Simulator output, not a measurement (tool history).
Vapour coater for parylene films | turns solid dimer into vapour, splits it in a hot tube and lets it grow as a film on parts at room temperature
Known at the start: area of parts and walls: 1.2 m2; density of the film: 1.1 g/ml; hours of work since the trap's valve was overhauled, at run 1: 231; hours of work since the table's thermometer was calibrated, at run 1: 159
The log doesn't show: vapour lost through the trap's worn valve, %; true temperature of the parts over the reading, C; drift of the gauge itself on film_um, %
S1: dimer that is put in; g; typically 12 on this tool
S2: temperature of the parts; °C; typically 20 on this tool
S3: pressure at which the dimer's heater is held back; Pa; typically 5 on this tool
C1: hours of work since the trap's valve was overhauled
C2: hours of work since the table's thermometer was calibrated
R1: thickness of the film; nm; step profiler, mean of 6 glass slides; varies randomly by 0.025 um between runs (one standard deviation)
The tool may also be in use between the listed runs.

{"run": 1, "day": 0.0, "S1": 12, "S2": 20, "S3": 5, "C1": 231, "C2": 159, "R1": 4410}
{"run": 2, "day": 0.554, "S1": 12, "S2": 20, "S3": 5, "C1": 239, "C2": 167, "R1": 4380}
{"run": 3, "day": 0.983, "S1": 12, "S2": 20, "S3": 5, "C1": 245, "C2": 173, "R1": 4420}
{"run": 4, "day": 1.317, "S1": 12, "S2": 18, "S3": 5, "C1": 250, "C2": 178, "R1": 4650}
{"run": 5, "day": 2.046, "S1": 7, "S2": 20, "S3": 5, "C1": 261, "C2": 188, "R1": 2590}
{"run": 6, "day": 2.429, "S1": 18, "S2": 20, "S3": 5, "C1": 266, "C2": 194, "R1": 6570}
{"run": 7, "day": 2.825, "S1": 18, "S2": 15, "S3": 5, "C1": 272, "C2": 199, "R1": 7440}
{"run": 8, "day": 3.221, "S1": 18, "S2": 15, "S3": 5, "C1": 278, "C2": 205, "R1": 7480}
{"run": 9, "day": 3.638, "S1": 18, "S2": 15, "S3": 5, "C1": 284, "C2": 211, "R1": 7300}
{"run": 10, "day": 4.271, "S1": 12, "S2": 25, "S3": 5, "C1": 293, "C2": 220, "R1": 3800}
{"run": 11, "day": 4.925, "S1": 12, "S2": 25, "S3": 5, "C1": 302, "C2": 229, "R1": 3800}
{"run": 12, "day": 5.325, "S1": 12, "S2": 25, "S3": 5, "C1": 308, "C2": 235, "R1": 3810}
{"run": 13, "day": 5.842, "S1": 11, "S2": 20, "S3": 5, "C1": 315, "C2": 243, "R1": 3930}
{"run": 14, "day": 6.4, "S1": 11, "S2": 20, "S3": 5, "C1": 323, "C2": 251, "R1": 3950}
{"run": 15, "day": 6.838, "S1": 11, "S2": 32, "S3": 5, "C1": 330, "C2": 257, "R1": 2890}
{"run": 16, "day": 7.175, "S1": 11, "S2": 32, "S3": 2.21, "C1": 334, "C2": 262, "R1": 3500}
{"day": 7.421, "done": "gauge calibrated"}
{"run": 17, "day": 7.533, "S1": 9, "S2": 32, "S3": 2.21, "C1": 340, "C2": 267, "R1": 2940}
{"day": 7.954, "done": "trap's valve overhauled"}
{"run": 18, "day": 8.254, "S1": 12, "S2": 20, "S3": 5, "C1": 4, "C2": 275, "R1": 4400}
{"run": 19, "day": 8.625, "S1": 12, "S2": 20, "S3": 5, "C1": 10, "C2": 280, "R1": 4390}
{"run": 20, "day": 9.017, "S1": 12, "S2": 20, "S3": 5, "C1": 15, "C2": 286, "R1": 4380}
{"run": 21, "day": 9.629, "S1": 12, "S2": 20, "S3": 5, "C1": 24, "C2": 295, "R1": 4390}
{"run": 22, "day": 10.317, "S1": 12, "S2": 20, "S3": 5, "C1": 34, "C2": 304, "R1": 4340}
{"run": 23, "day": 10.858, "S1": 12, "S2": 20, "S3": 5, "C1": 42, "C2": 312, "R1": 4410}
{"run": 24, "day": 11.475, "S1": 8, "S2": 24, "S3": 5.94, "C1": 51, "C2": 321, "R1": 2480}
{"run": 25, "day": 12.221, "S1": 17, "S2": 29, "S3": 10.26, "C1": 61, "C2": 332, "R1": 4110}
{"run": 26, "day": 12.538, "S1": 19, "S2": 23, "S3": 5.08, "C1": 66, "C2": 336, "R1": 6320}
{"run": 27, "day": 12.921, "S1": 17, "S2": 14, "S3": 2.3, "C1": 71, "C2": 342, "R1": 8660}
{"run": 28, "day": 13.554, "S1": 11, "S2": 15, "S3": 7.13, "C1": 80, "C2": 351, "R1": 4140}
{"run": 29, "day": 14.275, "S1": 11, "S2": 12, "S3": 7.13, "C1": 91, "C2": 361, "R1": 4480}
{"run": 30, "day": 14.888, "S1": 10, "S2": 24, "S3": 6.75, "C1": 100, "C2": 370, "R1": 2990}
{"run": 31, "day": 15.425, "S1": 7, "S2": 22, "S3": 3.5, "C1": 107, "C2": 378, "R1": 2590}
{"run": 32, "day": 16.067, "S1": 12, "S2": 26, "S3": 5, "C1": 117, "C2": 387, "R1": 3650}
{"run": 33, "day": 16.671, "S1": 11, "S2": 26, "S3": 2.33, "C1": 125, "C2": 396, "R1": 4000}
{"run": 34, "day": 17.054, "S1": 22, "S2": 20, "S3": 5, "C1": 131, "C2": 401, "R1": 7790}
{"run": 35, "day": 17.754, "S1": 22, "S2": 22, "S3": 4, "C1": 141, "C2": 411, "R1": 7790}
{"run": 36, "day": 18.262, "S1": 5, "S2": 19, "S3": 10.67, "C1": 148, "C2": 419, "R1": 1520}
{"run": 37, "day": 19.008, "S1": 5, "S2": 19, "S3": 10.67, "C1": 159, "C2": 429, "R1": 1510}
{"run": 38, "day": 19.592, "S1": 12, "S2": 15, "S3": 2.94, "C1": 167, "C2": 438, "R1": 5430}
{"run": 39, "day": 20.046, "S1": 12, "S2": 22, "S3": 4.96, "C1": 174, "C2": 444, "R1": 3940}
{"run": 40, "day": 20.421, "S1": 18, "S2": 12, "S3": 5, "C1": 179, "C2": 450, "R1": 7750}
{"run": 41, "day": 20.783, "S1": 12, "S2": 25, "S3": 9.03, "C1": 184, "C2": 455, "R1": 3210}
{"run": 42, "day": 21.225, "S1": 12, "S2": 25, "S3": 9.03, "C1": 191, "C2": 461, "R1": 3210}
{"run": 43, "day": 21.862, "S1": 16, "S2": 19, "S3": 6.15, "C1": 200, "C2": 470, "R1": 5400}
{"run": 44, "day": 22.246, "S1": 16, "S2": 19, "S3": 6.15, "C1": 205, "C2": 476, "R1": 5440}
{"run": 45, "day": 22.892, "S1": 6, "S2": 14, "S3": 2.44, "C1": 215, "C2": 485, "R1": 2900}
{"run": 46, "day": 23.288, "S1": 12, "S2": 28, "S3": 9.36, "C1": 220, "C2": 491, "R1": 2850}

Each row is a separate what-if for the run after 46, all from the same tool condition, not one after another. Results?
{"run": "A", "day": 23.592, "S1": 6, "S2": 28, "S3": 9.36, "C1": 225, "C2": 495, "R1": "?"}
{"run": "B", "day": 23.592, "S1": 9, "S2": 28, "S3": 4.25, "C1": 225, "C2": 495, "R1": "?"}
{"run": "C", "day": 23.592, "S1": 21, "S2": 13, "S3": 11.25, "C1": 225, "C2": 495, "R1": "?"}
{"run": "D", "day": 23.592, "S1": 11, "S2": 13, "S3": 9.36, "C1": 225, "C2": 495, "R1": "?"}
{"run": "E", "day": 23.592, "S1": 8, "S2": 31, "S3": 2.24, "C1": 225, "C2": 495, "R1": "?"}

run=A R1=1420
run=B R1=2640
run=C R1=7170
run=D R1=3930
run=E R1=2530
What these runs would have given with no unlogged condition in the tool:
run=A R1=1520
run=B R1=2820
run=C R1=7640
run=D R1=4190
run=E R1=2690
